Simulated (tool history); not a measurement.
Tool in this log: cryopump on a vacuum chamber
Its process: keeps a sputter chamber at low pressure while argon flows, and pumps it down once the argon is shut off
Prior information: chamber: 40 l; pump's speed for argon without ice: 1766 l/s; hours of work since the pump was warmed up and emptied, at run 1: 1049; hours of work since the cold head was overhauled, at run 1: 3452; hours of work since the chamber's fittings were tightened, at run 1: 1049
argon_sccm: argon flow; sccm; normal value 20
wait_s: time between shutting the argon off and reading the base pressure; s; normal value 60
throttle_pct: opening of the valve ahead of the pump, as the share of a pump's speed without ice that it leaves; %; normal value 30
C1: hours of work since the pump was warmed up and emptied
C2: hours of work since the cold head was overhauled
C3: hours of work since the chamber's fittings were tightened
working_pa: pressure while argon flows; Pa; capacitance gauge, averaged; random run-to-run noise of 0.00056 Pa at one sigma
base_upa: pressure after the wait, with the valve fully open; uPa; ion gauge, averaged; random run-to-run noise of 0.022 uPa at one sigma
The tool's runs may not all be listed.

{"run": 1, "hour": 0.0, "argon_sccm": 20, "wait_s": 60, "throttle_pct": 30, "C1": 1049, "C2": 3452, "C3": 1049, "working_pa": 0.075, "base_upa": 1.05}
{"hour": 93.1, "done": "pump warmed up, emptied and cooled again"}
{"run": 2, "hour": 106.2, "argon_sccm": 12, "wait_s": 60, "throttle_pct": 30, "C1": 10, "C2": 3532, "C3": 1128, "working_pa": 0.0392, "base_upa": 0.92}
{"run": 3, "hour": 166.7, "argon_sccm": 12, "wait_s": 60, "throttle_pct": 30, "C1": 58, "C2": 3580, "C3": 1176, "working_pa": 0.0389, "base_upa": 0.89}
{"run": 4, "hour": 255.9, "argon_sccm": 12, "wait_s": 60, "throttle_pct": 30, "C1": 128, "C2": 3650, "C3": 1247, "working_pa": 0.0401, "base_upa": 0.84}
{"run": 5, "hour": 319.2, "argon_sccm": 20, "wait_s": 60, "throttle_pct": 30, "C1": 178, "C2": 3700, "C3": 1297, "working_pa": 0.0654, "base_upa": 0.96}
{"hour": 367.7, "done": "leaking fittings of the chamber tightened, without venting"}
{"run": 6, "hour": 383.7, "argon_sccm": 20, "wait_s": 60, "throttle_pct": 30, "C1": 228, "C2": 3749, "C3": 13, "working_pa": 0.0656, "base_upa": 0.7}
{"run": 7, "hour": 449.1, "argon_sccm": 20, "wait_s": 60, "throttle_pct": 30, "C1": 279, "C2": 3801, "C3": 64, "working_pa": 0.0667, "base_upa": 0.73}
{"run": 8, "hour": 527.9, "argon_sccm": 20, "wait_s": 60, "throttle_pct": 30, "C1": 342, "C2": 3863, "C3": 126, "working_pa": 0.0671, "base_upa": 0.74}
{"run": 9, "hour": 576.5, "argon_sccm": 20, "wait_s": 60, "throttle_pct": 23, "C1": 380, "C2": 3901, "C3": 165, "working_pa": 0.0871, "base_upa": 0.76}
{"run": 10, "hour": 670.1, "argon_sccm": 20, "wait_s": 60, "throttle_pct": 23, "C1": 454, "C2": 3975, "C3": 239, "working_pa": 0.0871, "base_upa": 0.77}
{"run": 11, "hour": 771.5, "argon_sccm": 20, "wait_s": 60, "throttle_pct": 23, "C1": 534, "C2": 4055, "C3": 319, "working_pa": 0.0887, "base_upa": 0.75}
{"run": 12, "hour": 865.3, "argon_sccm": 10, "wait_s": 60, "throttle_pct": 30, "C1": 608, "C2": 4129, "C3": 393, "working_pa": 0.0352, "base_upa": 0.8}
{"run": 13, "hour": 962.5, "argon_sccm": 10, "wait_s": 60, "throttle_pct": 30, "C1": 684, "C2": 4206, "C3": 469, "working_pa": 0.0347, "base_upa": 0.84}
{"run": 14, "hour": 1056.3, "argon_sccm": 10, "wait_s": 60, "throttle_pct": 30, "C1": 758, "C2": 4280, "C3": 543, "working_pa": 0.0358, "base_upa": 0.88}
{"run": 15, "hour": 1112.0, "argon_sccm": 26, "wait_s": 163, "throttle_pct": 27, "C1": 802, "C2": 4324, "C3": 587, "working_pa": 0.1014, "base_upa": 0.6}
{"run": 16, "hour": 1206.2, "argon_sccm": 18, "wait_s": 23, "throttle_pct": 32, "C1": 877, "C2": 4398, "C3": 662, "working_pa": 0.0608, "base_upa": 1.67}
{"run": 17, "hour": 1280.1, "argon_sccm": 14, "wait_s": 220, "throttle_pct": 16, "C1": 935, "C2": 4457, "C3": 720, "working_pa": 0.0902, "base_upa": 0.57}
{"run": 18, "hour": 1374.3, "argon_sccm": 11, "wait_s": 220, "throttle_pct": 35, "C1": 1009, "C2": 4531, "C3": 794, "working_pa": 0.0358, "base_upa": 0.61}
{"run": 19, "hour": 1439.8, "argon_sccm": 11, "wait_s": 220, "throttle_pct": 35, "C1": 1061, "C2": 4582, "C3": 846, "working_pa": 0.0359, "base_upa": 0.62}
{"hour": 1522.2, "done": "pump warmed up, emptied and cooled again"}
{"run": 20, "hour": 1523.1, "argon_sccm": 11, "wait_s": 220, "throttle_pct": 35, "C1": 1, "C2": 4644, "C3": 908, "working_pa": 0.0307, "base_upa": 0.45}
{"run": 21, "hour": 1630.5, "argon_sccm": 11, "wait_s": 220, "throttle_pct": 35, "C1": 85, "C2": 4729, "C3": 992, "working_pa": 0.0308, "base_upa": 0.51}
{"run": 22, "hour": 1698.4, "argon_sccm": 20, "wait_s": 66, "throttle_pct": 56, "C1": 139, "C2": 4783, "C3": 1046, "working_pa": 0.0362, "base_upa": 0.84}
{"run": 23, "hour": 1770.3, "argon_sccm": 20, "wait_s": 276, "throttle_pct": 19, "C1": 196, "C2": 4839, "C3": 1103, "working_pa": 0.1021, "base_upa": 0.52}
{"run": 24, "hour": 1850.1, "argon_sccm": 20, "wait_s": 32, "throttle_pct": 51, "C1": 259, "C2": 4902, "C3": 1166, "working_pa": 0.0406, "base_upa": 1.41}
{"run": 25, "hour": 1908.4, "argon_sccm": 14, "wait_s": 60, "throttle_pct": 30, "C1": 305, "C2": 4948, "C3": 1212, "working_pa": 0.0467, "base_upa": 0.94}
{"run": 26, "hour": 1997.7, "argon_sccm": 13, "wait_s": 123, "throttle_pct": 23, "C1": 375, "C2": 5019, "C3": 1282, "working_pa": 0.0569, "base_upa": 0.76}
{"hour": 2072.0, "done": "leaking fittings of the chamber tightened, without venting"}
{"run": 27, "hour": 2096.6, "argon_sccm": 16, "wait_s": 60, "throttle_pct": 30, "C1": 452, "C2": 5095, "C3": 19, "working_pa": 0.0545, "base_upa": 0.72}
{"run": 28, "hour": 2205.3, "argon_sccm": 16, "wait_s": 60, "throttle_pct": 30, "C1": 537, "C2": 5181, "C3": 105, "working_pa": 0.0551, "base_upa": 0.75}

Branching from run 28: 4 alternative next runs. What would each branch give?
{"run": "A", "hour": 2279.2, "argon_sccm": 20, "wait_s": 60, "throttle_pct": 39, "C1": 596, "C2": 5239, "C3": 164, "working_pa": "?", "base_upa": "?"}
{"run": "B", "hour": 2279.2, "argon_sccm": 37, "wait_s": 25, "throttle_pct": 22, "C1": 596, "C2": 5239, "C3": 164, "working_pa": "?", "base_upa": "?"}
{"run": "C", "hour": 2279.2, "argon_sccm": 36, "wait_s": 60, "throttle_pct": 30, "C1": 596, "C2": 5239, "C3": 164, "working_pa": "?", "base_upa": "?"}
{"run": "D", "hour": 2279.2, "argon_sccm": 20, "wait_s": 25, "throttle_pct": 30, "C1": 596, "C2": 5239, "C3": 164, "working_pa": "?", "base_upa": "?"}

run=A working_pa=0.054 base_upa=0.78
run=B working_pa=0.1718 base_upa=1.53
run=C working_pa=0.1239 base_upa=0.81
run=D working_pa=0.0696 base_upa=1.45
What these runs would have given with no unlogged condition in the tool:
run=A working_pa=0.0484 base_upa=0.68
run=B working_pa=0.1613 base_upa=1.42
run=C working_pa=0.1137 base_upa=0.71
run=D working_pa=0.0639 base_upa=1.34
